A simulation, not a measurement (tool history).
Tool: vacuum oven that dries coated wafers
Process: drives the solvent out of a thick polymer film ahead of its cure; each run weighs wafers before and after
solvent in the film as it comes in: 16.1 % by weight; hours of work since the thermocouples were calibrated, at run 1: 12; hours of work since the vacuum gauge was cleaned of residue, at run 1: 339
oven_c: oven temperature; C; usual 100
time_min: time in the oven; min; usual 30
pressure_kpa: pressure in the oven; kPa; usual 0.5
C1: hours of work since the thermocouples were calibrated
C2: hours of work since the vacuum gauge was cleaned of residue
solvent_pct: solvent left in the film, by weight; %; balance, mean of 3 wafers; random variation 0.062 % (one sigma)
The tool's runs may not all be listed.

run 1 hour=0 | oven_c=100 time_min=30 pressure_kpa=0.5 | C1=12 C2=339 | solvent_pct=3.62
run 2 hour=48.9 | oven_c=100 time_min=30 pressure_kpa=0.5 | C1=35 C2=362 | solvent_pct=3.67
run 3 hour=92.2 | oven_c=100 time_min=30 pressure_kpa=1.244 | C1=55 C2=383 | solvent_pct=4.15
run 4 hour=128.6 | oven_c=100 time_min=30 pressure_kpa=1.244 | C1=73 C2=400 | solvent_pct=4.11
run 5 hour=173.6 | oven_c=105 time_min=30 pressure_kpa=0.5 | C1=94 C2=422 | solvent_pct=2.38
run 6 hour=210.1 | oven_c=105 time_min=18 pressure_kpa=0.5 | C1=111 C2=439 | solvent_pct=4.43
run 7 hour=251.4 | oven_c=105 time_min=18 pressure_kpa=0.5 | C1=131 C2=459 | solvent_pct=4.62
run 8 hour=301.6 | oven_c=105 time_min=18 pressure_kpa=0.5 | C1=155 C2=482 | solvent_pct=4.55
run 9 hour=344.7 | oven_c=100 time_min=22 pressure_kpa=0.5 | C1=175 C2=503 | solvent_pct=5.07
run 10 hour=367.1 | oven_c=100 time_min=22 pressure_kpa=0.5 | C1=186 C2=513 | solvent_pct=5.1
run 11 hour=412.1 | oven_c=100 time_min=22 pressure_kpa=0.5 | C1=207 C2=535 | solvent_pct=5.03
run 12 hour=457.8 | oven_c=100 time_min=30 pressure_kpa=0.5 | C1=229 C2=556 | solvent_pct=3.66
run 13 hour=494.5 | oven_c=98 time_min=30 pressure_kpa=0.5 | C1=246 C2=574 | solvent_pct=4.18
run 14 hour=531.3 | oven_c=98 time_min=30 pressure_kpa=0.5 | C1=264 C2=591 | solvent_pct=4.26
run 15 hour=564.2 | oven_c=92 time_min=19 pressure_kpa=0.459 | C1=279 C2=607 | solvent_pct=7.9
run 16 hour=593.7 | oven_c=100 time_min=30 pressure_kpa=0.531 | C1=293 C2=621 | solvent_pct=3.56
run 17 hour=644.2 | oven_c=106 time_min=30 pressure_kpa=0.5 | C1=317 C2=645 | solvent_pct=2.2
run 18 hour=687.2 | oven_c=89 time_min=30 pressure_kpa=1.869 | C1=338 C2=665 | solvent_pct=8.22
run 19 hour=711 | oven_c=86 time_min=30 pressure_kpa=0.5 | C1=349 C2=677 | solvent_pct=7.84
run 20 hour=736.9 | oven_c=95 time_min=26 pressure_kpa=0.709 | C1=361 C2=689 | solvent_pct=5.96
run 21 hour=779.5 | oven_c=94 time_min=32 pressure_kpa=0.709 | C1=381 C2=709 | solvent_pct=5.22
run 22 hour=828.5 | oven_c=93 time_min=22 pressure_kpa=0.697 | C1=405 C2=732 | solvent_pct=7.38
run 23 hour=853.2 | oven_c=86 time_min=38 pressure_kpa=0.752 | C1=416 C2=744 | solvent_pct=7.17
run 24 hour=893.2 | oven_c=98 time_min=29 pressure_kpa=0.388 | C1=435 C2=763 | solvent_pct=4.31
run 25 hour=930.9 | oven_c=88 time_min=21 pressure_kpa=0.388 | C1=453 C2=781 | solvent_pct=8.5
run 26 hour=963.3 | oven_c=100 time_min=35 pressure_kpa=0.5 | C1=469 C2=796 | solvent_pct=3.11
run 27 hour=1007 | oven_c=100 time_min=35 pressure_kpa=0.5 | C1=489 C2=817 | solvent_pct=3
run 28 hour=1035.3 | oven_c=100 time_min=35 pressure_kpa=0.5 | C1=503 C2=830 | solvent_pct=3.05

Forecast each of these 5 alternatives for the next run:
run A hour=1079.2 | oven_c=107 time_min=15 pressure_kpa=0.898 | C1=524 C2=851 | solvent_pct=?
run B hour=1079.2 | oven_c=91 time_min=30 pressure_kpa=0.5 | C1=524 C2=851 | solvent_pct=?
run C hour=1079.2 | oven_c=100 time_min=22 pressure_kpa=0.433 | C1=524 C2=851 | solvent_pct=?
run D hour=1079.2 | oven_c=92 time_min=16 pressure_kpa=0.5 | C1=524 C2=851 | solvent_pct=?
run E hour=1079.2 | oven_c=85 time_min=16 pressure_kpa=0.5 | C1=524 C2=851 | solvent_pct=?

run=A solvent_pct=5
run=B solvent_pct=6.3
run=C solvent_pct=5.19
run=D solvent_pct=8.68
run=E solvent_pct=10.18
Without the tool's hidden state the same runs would have given:
run=A solvent_pct=4.99
run=B solvent_pct=6.29
run=C solvent_pct=5.18
run=D solvent_pct=8.67
run=E solvent_pct=10.17
